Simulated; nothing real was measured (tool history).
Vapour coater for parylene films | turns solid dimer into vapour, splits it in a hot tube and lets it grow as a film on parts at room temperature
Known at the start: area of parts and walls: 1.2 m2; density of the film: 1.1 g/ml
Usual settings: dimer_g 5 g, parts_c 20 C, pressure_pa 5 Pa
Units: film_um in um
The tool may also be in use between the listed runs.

run	hour	dimer_g	parts_c	pressure_pa	film_um
1	0	5	20	5	2.343
2	13.1	5	20	5	2.35
3	38.4	5	20	5	2.331
4	51.8	5	20	5	2.349
5	79.6	5	20	5	2.357
6	105.8	5	20	5	2.341
7	118.4	5	20	5	2.34
8	148	5	20	5	2.331
9	167	5	21	5	2.264
10	194.9	5	21	5	2.27
11	216.1	5	20	3.87	2.464
# hour 222.8: trap's valve overhauled
12	237.1	5	20	4.57	2.347
13	261.7	5	20	4.57	2.356
14	277.6	5	20	3.64	2.487
15	297.5	3	25	3.1	1.307
16	319.5	4	13	4.31	2.321
17	340.9	3	13	2.43	1.991
18	358.1	3	13	6.75	1.599
# hour 379.3: trap's valve overhauled, once more
19	379.3	2	29	8.9	0.665
20	404.8	9	13	6.73	4.965

4 ways to go on from here, each from the tool as it stands after run 20. What would each give?
A	433.7	4	32	3.84	?
B	433.7	4	18	4.94	?
C	433.7	3	20	5	?
D	433.7	4	20	2.94	?

run	film_um
A	1.421
B	2.035
C	1.426
D	2.125
Without the tool's hidden state the same runs would have given:
run	film_um
A	1.41
B	2.019
C	1.414
D	2.108

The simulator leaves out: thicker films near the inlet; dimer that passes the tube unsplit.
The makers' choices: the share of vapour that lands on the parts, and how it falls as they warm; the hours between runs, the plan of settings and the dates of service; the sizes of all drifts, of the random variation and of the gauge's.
